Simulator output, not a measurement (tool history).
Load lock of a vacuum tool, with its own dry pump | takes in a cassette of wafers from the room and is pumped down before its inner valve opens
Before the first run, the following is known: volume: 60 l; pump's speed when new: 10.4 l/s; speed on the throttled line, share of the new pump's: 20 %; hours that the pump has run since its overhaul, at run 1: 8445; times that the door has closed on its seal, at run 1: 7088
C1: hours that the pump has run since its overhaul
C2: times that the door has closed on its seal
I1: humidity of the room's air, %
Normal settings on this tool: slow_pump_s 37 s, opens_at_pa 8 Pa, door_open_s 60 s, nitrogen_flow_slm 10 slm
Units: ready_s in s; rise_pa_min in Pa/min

{"run": 1, "hour": 0.0, "slow_pump_s": 37, "opens_at_pa": 8, "door_open_s": 60, "nitrogen_flow_slm": 10, "C1": 8445, "C2": 7088, "I1": 44.6, "ready_s": 89.3, "rise_pa_min": 0.073}
{"run": 2, "hour": 222.0, "slow_pump_s": 37, "opens_at_pa": 8, "door_open_s": 60, "nitrogen_flow_slm": 10, "C1": 8667, "C2": 8163, "I1": 44.9, "ready_s": 88.8, "rise_pa_min": 0.077}
{"run": 3, "hour": 335.6, "slow_pump_s": 37, "opens_at_pa": 8, "door_open_s": 60, "nitrogen_flow_slm": 10, "C1": 8780, "C2": 8713, "I1": 46.6, "ready_s": 89.9, "rise_pa_min": 0.087}
{"run": 4, "hour": 565.8, "slow_pump_s": 37, "opens_at_pa": 8, "door_open_s": 60, "nitrogen_flow_slm": 10, "C1": 9011, "C2": 9827, "I1": 44.5, "ready_s": 88.7, "rise_pa_min": 0.087}
{"run": 5, "hour": 773.7, "slow_pump_s": 37, "opens_at_pa": 8, "door_open_s": 60, "nitrogen_flow_slm": 10, "C1": 9219, "C2": 10833, "I1": 47.7, "ready_s": 89.2, "rise_pa_min": 0.097}
{"run": 6, "hour": 1004.7, "slow_pump_s": 37, "opens_at_pa": 8, "door_open_s": 60, "nitrogen_flow_slm": 10, "C1": 9450, "C2": 11952, "I1": 47, "ready_s": 89.4, "rise_pa_min": 0.1}
{"run": 7, "hour": 1205.8, "slow_pump_s": 37, "opens_at_pa": 8, "door_open_s": 60, "nitrogen_flow_slm": 10, "C1": 9651, "C2": 12925, "I1": 46.4, "ready_s": 89.5, "rise_pa_min": 0.104}
{"run": 8, "hour": 1430.9, "slow_pump_s": 37, "opens_at_pa": 8, "door_open_s": 60, "nitrogen_flow_slm": 5, "C1": 9876, "C2": 14015, "I1": 46.5, "ready_s": 90.2, "rise_pa_min": 0.114}
{"run": 9, "hour": 1539.9, "slow_pump_s": 37, "opens_at_pa": 8, "door_open_s": 60, "nitrogen_flow_slm": 5, "C1": 9985, "C2": 14542, "I1": 43.7, "ready_s": 90.1, "rise_pa_min": 0.118}
{"run": 10, "hour": 1690.6, "slow_pump_s": 37, "opens_at_pa": 8, "door_open_s": 60, "nitrogen_flow_slm": 10, "C1": 10135, "C2": 15272, "I1": 46.6, "ready_s": 90.3, "rise_pa_min": 0.119}
{"run": 11, "hour": 1931.5, "slow_pump_s": 37, "opens_at_pa": 8, "door_open_s": 60, "nitrogen_flow_slm": 10, "C1": 10376, "C2": 16438, "I1": 46.7, "ready_s": 90.7, "rise_pa_min": 0.124}
{"run": 12, "hour": 2073.7, "slow_pump_s": 37, "opens_at_pa": 8, "door_open_s": 60, "nitrogen_flow_slm": 10, "C1": 10519, "C2": 17126, "I1": 45.3, "ready_s": 90.5, "rise_pa_min": 0.126}
{"run": 13, "hour": 2211.4, "slow_pump_s": 37, "opens_at_pa": 8, "door_open_s": 60, "nitrogen_flow_slm": 10, "C1": 10656, "C2": 17793, "I1": 45.2, "ready_s": 89.4, "rise_pa_min": 0.13}
{"run": 14, "hour": 2451.1, "slow_pump_s": 37, "opens_at_pa": 8, "door_open_s": 111, "nitrogen_flow_slm": 10, "C1": 10896, "C2": 18953, "I1": 44.9, "ready_s": 89.4, "rise_pa_min": 0.149}
{"run": 15, "hour": 2561.3, "slow_pump_s": 37, "opens_at_pa": 8, "door_open_s": 60, "nitrogen_flow_slm": 10, "C1": 11006, "C2": 19486, "I1": 43.3, "ready_s": 90.4, "rise_pa_min": 0.134}
{"run": 16, "hour": 2664.7, "slow_pump_s": 37, "opens_at_pa": 8, "door_open_s": 60, "nitrogen_flow_slm": 10, "C1": 11110, "C2": 19987, "I1": 48.2, "ready_s": 90.4, "rise_pa_min": 0.141}
{"run": 17, "hour": 2766.9, "slow_pump_s": 37, "opens_at_pa": 14, "door_open_s": 60, "nitrogen_flow_slm": 10, "C1": 11212, "C2": 20481, "I1": 47.2, "ready_s": 87.3, "rise_pa_min": 0.147}
{"run": 18, "hour": 2977.7, "slow_pump_s": 37, "opens_at_pa": 8, "door_open_s": 60, "nitrogen_flow_slm": 10, "C1": 11423, "C2": 21502, "I1": 47, "ready_s": 90.2, "rise_pa_min": 0.149}
{"run": 19, "hour": 3124.3, "slow_pump_s": 37, "opens_at_pa": 8, "door_open_s": 60, "nitrogen_flow_slm": 10, "C1": 11569, "C2": 22212, "I1": 44.3, "ready_s": 90.7, "rise_pa_min": 0.155}
{"run": 20, "hour": 3362.5, "slow_pump_s": 44, "opens_at_pa": 9, "door_open_s": 60, "nitrogen_flow_slm": 10, "C1": 11807, "C2": 23364, "I1": 43.4, "ready_s": 97, "rise_pa_min": 0.161}
{"run": 21, "hour": 3613.5, "slow_pump_s": 51, "opens_at_pa": 13, "door_open_s": 60, "nitrogen_flow_slm": 10, "C1": 12058, "C2": 24579, "I1": 46.6, "ready_s": 98.3, "rise_pa_min": 0.18}
{"run": 22, "hour": 3832.5, "slow_pump_s": 51, "opens_at_pa": 8, "door_open_s": 60, "nitrogen_flow_slm": 9, "C1": 12277, "C2": 25640, "I1": 47.5, "ready_s": 101.9, "rise_pa_min": 0.187}
{"run": 23, "hour": 4007.3, "slow_pump_s": 29, "opens_at_pa": 9, "door_open_s": 60, "nitrogen_flow_slm": 23, "C1": 12452, "C2": 26485, "I1": 46.9, "ready_s": 84, "rise_pa_min": 0.174}
{"run": 24, "hour": 4259.3, "slow_pump_s": 37, "opens_at_pa": 7, "door_open_s": 143, "nitrogen_flow_slm": 10, "C1": 12704, "C2": 27705, "I1": 45.3, "ready_s": 91.8, "rise_pa_min": 0.22}
{"run": 25, "hour": 4461.4, "slow_pump_s": 37, "opens_at_pa": 14, "door_open_s": 60, "nitrogen_flow_slm": 24, "C1": 12906, "C2": 28684, "I1": 44.1, "ready_s": 87.6, "rise_pa_min": 0.19}
{"run": 26, "hour": 4607.5, "slow_pump_s": 50, "opens_at_pa": 14, "door_open_s": 58, "nitrogen_flow_slm": 24, "C1": 13052, "C2": 29391, "I1": 45.7, "ready_s": 97.7, "rise_pa_min": 0.192}
{"run": 27, "hour": 4809.2, "slow_pump_s": 50, "opens_at_pa": 14, "door_open_s": 58, "nitrogen_flow_slm": 24, "C1": 13254, "C2": 30367, "I1": 44.2, "ready_s": 97.3, "rise_pa_min": 0.203}
{"run": 28, "hour": 5013.0, "slow_pump_s": 50, "opens_at_pa": 14, "door_open_s": 58, "nitrogen_flow_slm": 24, "C1": 13458, "C2": 31354, "I1": 48.1, "ready_s": 98.2, "rise_pa_min": 0.21}
{"run": 29, "hour": 5134.0, "slow_pump_s": 24, "opens_at_pa": 14, "door_open_s": 90, "nitrogen_flow_slm": 13, "C1": 13579, "C2": 31939, "I1": 44.2, "ready_s": 77.2, "rise_pa_min": 0.235}
{"run": 30, "hour": 5259.2, "slow_pump_s": 24, "opens_at_pa": 14, "door_open_s": 90, "nitrogen_flow_slm": 13, "C1": 13704, "C2": 32545, "I1": 43.9, "ready_s": 77.1, "rise_pa_min": 0.249}
{"run": 31, "hour": 5442.1, "slow_pump_s": 21, "opens_at_pa": 9, "door_open_s": 94, "nitrogen_flow_slm": 11, "C1": 13887, "C2": 33431, "I1": 44, "ready_s": 78.3, "rise_pa_min": 0.25}
{"run": 32, "hour": 5622.5, "slow_pump_s": 21, "opens_at_pa": 9, "door_open_s": 189, "nitrogen_flow_slm": 29, "C1": 14067, "C2": 34304, "I1": 44.6, "ready_s": 79.2, "rise_pa_min": 0.252}
{"run": 33, "hour": 5801.1, "slow_pump_s": 21, "opens_at_pa": 9, "door_open_s": 189, "nitrogen_flow_slm": 29, "C1": 14246, "C2": 35168, "I1": 48.2, "ready_s": 78.4, "rise_pa_min": 0.26}
{"run": 34, "hour": 6004.1, "slow_pump_s": 37, "opens_at_pa": 8, "door_open_s": 60, "nitrogen_flow_slm": 5, "C1": 14449, "C2": 36151, "I1": 43, "ready_s": 91.2, "rise_pa_min": 0.269}
{"run": 35, "hour": 6195.6, "slow_pump_s": 37, "opens_at_pa": 8, "door_open_s": 44, "nitrogen_flow_slm": 7, "C1": 14641, "C2": 37078, "I1": 45.6, "ready_s": 92.3, "rise_pa_min": 0.281}
{"run": 36, "hour": 6391.5, "slow_pump_s": 37, "opens_at_pa": 14, "door_open_s": 45, "nitrogen_flow_slm": 10, "C1": 14836, "C2": 38026, "I1": 47.6, "ready_s": 88.6, "rise_pa_min": 0.28}

The logged runs with the hidden state left out (each run's random variation unchanged):
Hidden state present: pump's speed, % of a new pump's; leak at the door's seal, Pa l/s; drift of the gauge itself on ready_s, %; drift of the gauge itself on rise_pa_min, %.
run=1 ready_s=85 rise_pa_min=0.047
run=2 ready_s=84.4 rise_pa_min=0.047
run=3 ready_s=85.4 rise_pa_min=0.054
run=4 ready_s=84.1 rise_pa_min=0.05
run=5 ready_s=84.4 rise_pa_min=0.055
run=6 ready_s=84.5 rise_pa_min=0.053
run=7 ready_s=84.5 rise_pa_min=0.053
run=8 ready_s=85.1 rise_pa_min=0.057
run=9 ready_s=84.8 rise_pa_min=0.06
run=10 ready_s=85 rise_pa_min=0.056
run=11 ready_s=85.2 rise_pa_min=0.055
run=12 ready_s=85 rise_pa_min=0.052
run=13 ready_s=83.9 rise_pa_min=0.053
run=14 ready_s=83.8 rise_pa_min=0.065
run=15 ready_s=84.7 rise_pa_min=0.048
run=16 ready_s=84.6 rise_pa_min=0.052
run=17 ready_s=81.8 rise_pa_min=0.054
run=18 ready_s=84.3 rise_pa_min=0.05
run=19 ready_s=84.7 rise_pa_min=0.051
run=20 ready_s=91 rise_pa_min=0.049
run=21 ready_s=92.8 rise_pa_min=0.059
run=22 ready_s=96.1 rise_pa_min=0.059
run=23 ready_s=77.5 rise_pa_min=0.038
run=24 ready_s=85.2 rise_pa_min=0.074
run=25 ready_s=81.4 rise_pa_min=0.038
run=26 ready_s=91.7 rise_pa_min=0.036
run=27 ready_s=91.3 rise_pa_min=0.039
run=28 ready_s=92 rise_pa_min=0.039
run=29 ready_s=70.3 rise_pa_min=0.056
run=30 ready_s=70.2 rise_pa_min=0.062
run=31 ready_s=70.8 rise_pa_min=0.057
run=32 ready_s=71.6 rise_pa_min=0.053
run=33 ready_s=70.7 rise_pa_min=0.053
run=34 ready_s=83.8 rise_pa_min=0.055
run=35 ready_s=84.8 rise_pa_min=0.052
run=36 ready_s=81.5 rise_pa_min=0.047
